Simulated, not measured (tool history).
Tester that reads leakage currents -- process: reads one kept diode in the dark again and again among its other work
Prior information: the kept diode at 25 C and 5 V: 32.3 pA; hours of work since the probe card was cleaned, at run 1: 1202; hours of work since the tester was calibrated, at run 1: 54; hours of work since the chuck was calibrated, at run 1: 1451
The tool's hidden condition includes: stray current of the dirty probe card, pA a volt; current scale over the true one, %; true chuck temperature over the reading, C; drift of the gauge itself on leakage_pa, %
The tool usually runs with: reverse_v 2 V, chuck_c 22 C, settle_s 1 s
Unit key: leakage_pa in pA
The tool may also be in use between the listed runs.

run,hour,reverse_v,chuck_c,settle_s,hours of work since the probe card was cleaned,hours of work since the tester was calibrated,hours of work since the chuck was calibrated,leakage_pa
1,0,2,22,1,1202,54,1451,21.3
2,37.6,2,22,1,1225,77,1474,21.57
3,64.7,2,22,1,1242,93,1490,21.52
4,116.5,2,22,1,1274,125,1522,21.48
5,167.7,2,22,1,1305,156,1553,21.75
6,191.3,2,39,1,1319,171,1568,81.42
7,242.5,2,39,1,1351,202,1599,81.57
8,274.1,2,39,1,1370,221,1618,81.42
9,308.9,2,39,1,1391,243,1640,81.43
10,345,2,22,1,1413,265,1662,21.89
11,368.2,2,22,1,1428,279,1676,21.83
12,420.6,2,22,1,1460,311,1708,22.01
13,445.5,2,22,1,1475,326,1723,22.05
14,493.7,2,22,1,1504,356,1753,22.05
15,518.5,1.59,22,1,1519,371,1768,20.15
16,563.2,1.59,22,1,1547,398,1795,20.28
17,605.8,2.44,22,1.07,1573,424,1821,24.23
18,641.7,3.41,22,1,1595,446,1843,28.04
19,664.5,3.41,22,1,1609,460,1857,28.14
20,686.4,2,28,1,1622,474,1871,35.55
21,730.1,4.81,26,1,1649,500,1897,44.37
22,769.8,2.28,31,2.3,1673,525,1922,47.7
23,792.8,2,30,1.93,1687,539,1936,41.52
24,829.7,1.21,31,0.69,1710,561,1958,37.45
25,868.5,1.39,23,0.71,1734,585,1982,21.18
26,908.8,4.63,26,2.18,1758,610,2007,44
27,958.3,1.99,54,4.33,1788,640,2037,248.81
28,1002,1.99,54,4.33,1815,667,2064,247.61
29,1028.2,1.99,54,4.33,1831,683,2080,249.1
30,1060.8,18.65,54,4.33,1851,703,2100,563.9
31,1113.5,1.29,22,7.64,1883,735,2132,19.16

Hidden state or all else? Some run-to-run changes of leakage_pa, split into what the settings, what came in and random variation would give without the hidden state, and what is left for the hidden state (with any gauge scatter that isn't in both results):
Run 26 -> 27: reverse_v 4.63 -> 1.99, chuck_c 26 -> 54, settle_s 2.18 -> 4.33. leakage_pa +204.81 pA: hidden state +15.96, all else +188.85.
Run 29 -> 30: reverse_v 1.99 -> 18.65. leakage_pa +314.8 pA: hidden state +48.05, all else +266.75.
Run 30 -> 31: reverse_v 18.65 -> 1.29, chuck_c 54 -> 22, settle_s 4.33 -> 7.64. leakage_pa -544.74 pA: hidden state -70.28, all else -474.46.
